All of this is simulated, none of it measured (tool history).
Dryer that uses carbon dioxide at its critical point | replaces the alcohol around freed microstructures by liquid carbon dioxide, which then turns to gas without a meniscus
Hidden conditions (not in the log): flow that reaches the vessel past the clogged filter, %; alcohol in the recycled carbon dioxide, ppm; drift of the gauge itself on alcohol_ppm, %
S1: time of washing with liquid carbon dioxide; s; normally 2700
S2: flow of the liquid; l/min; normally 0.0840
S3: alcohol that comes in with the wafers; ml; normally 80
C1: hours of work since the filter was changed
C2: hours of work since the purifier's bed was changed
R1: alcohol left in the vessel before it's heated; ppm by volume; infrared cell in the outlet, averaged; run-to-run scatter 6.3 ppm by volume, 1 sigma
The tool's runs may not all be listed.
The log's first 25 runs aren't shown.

run    hour    S1      S2  S3   C1    C2    R1
 26  1091.0  3540  0.1221  50  381  1098   197
 27  1127.0  3540  0.1221  50  394  1110   190
 28  1180.6  2700  0.0840  25  413  1129   388
     1203.6  -- inlet filter changed
 29  1206.2  3660  0.1386  76    1  1137   191
 30  1234.9  2700  0.1048  25   11  1148   201
 31  1260.6  2160  0.0553  80   20  1157  5721
 32  1283.9  2940  0.1147  53   28  1165   218
 33  1312.6  2940  0.1147  53   38  1175   215
 34  1343.9  2940  0.1147  53   49  1186   208
 35  1387.6  2160  0.1080  45   64  1201   331
 36  1434.5  1740  0.1080  20   81  1217   413
 37  1489.5  1740  0.1296  20  100  1237   293
 38  1530.8  4020  0.1189  20  114  1251   212
 39  1581.0  1740  0.1189  21  132  1269   360
 40  1614.0  3300  0.1095  32  143  1280   222
 41  1658.7  3240  0.1095  30  159  1296   225
 42  1689.4  1740  0.0741  80  170  1306  5274
 43  1736.5  1740  0.0741  80  186  1323  5385
 44  1787.7  3540  0.1406  36  204  1341   226
 45  1828.7  4260  0.0985  29  219  1355   226
 46  1862.2  1740  0.0870  80  230  1367  3171

Consider 5 possible next runs. They are alternatives, not a sequence: every one starts from the tool as it was left by run 46. What does each give?
  A  1897.7  2340  0.1098  112  243  1379   ?
  B  1897.7  3180  0.0516   51  243  1379   ?
  C  1897.7  2460  0.1207   80  243  1379   ?
  D  1897.7  2700  0.0840   22  243  1379   ?
  E  1897.7  2220  0.1224   37  243  1379   ?

run    R1
  A   483
  B  1684
  C   291
  D   339
  E   284
Without the tool's hidden state the same runs would have given:
run    R1
  A   146
  B  1022
  C    32
  D    72
  E    30
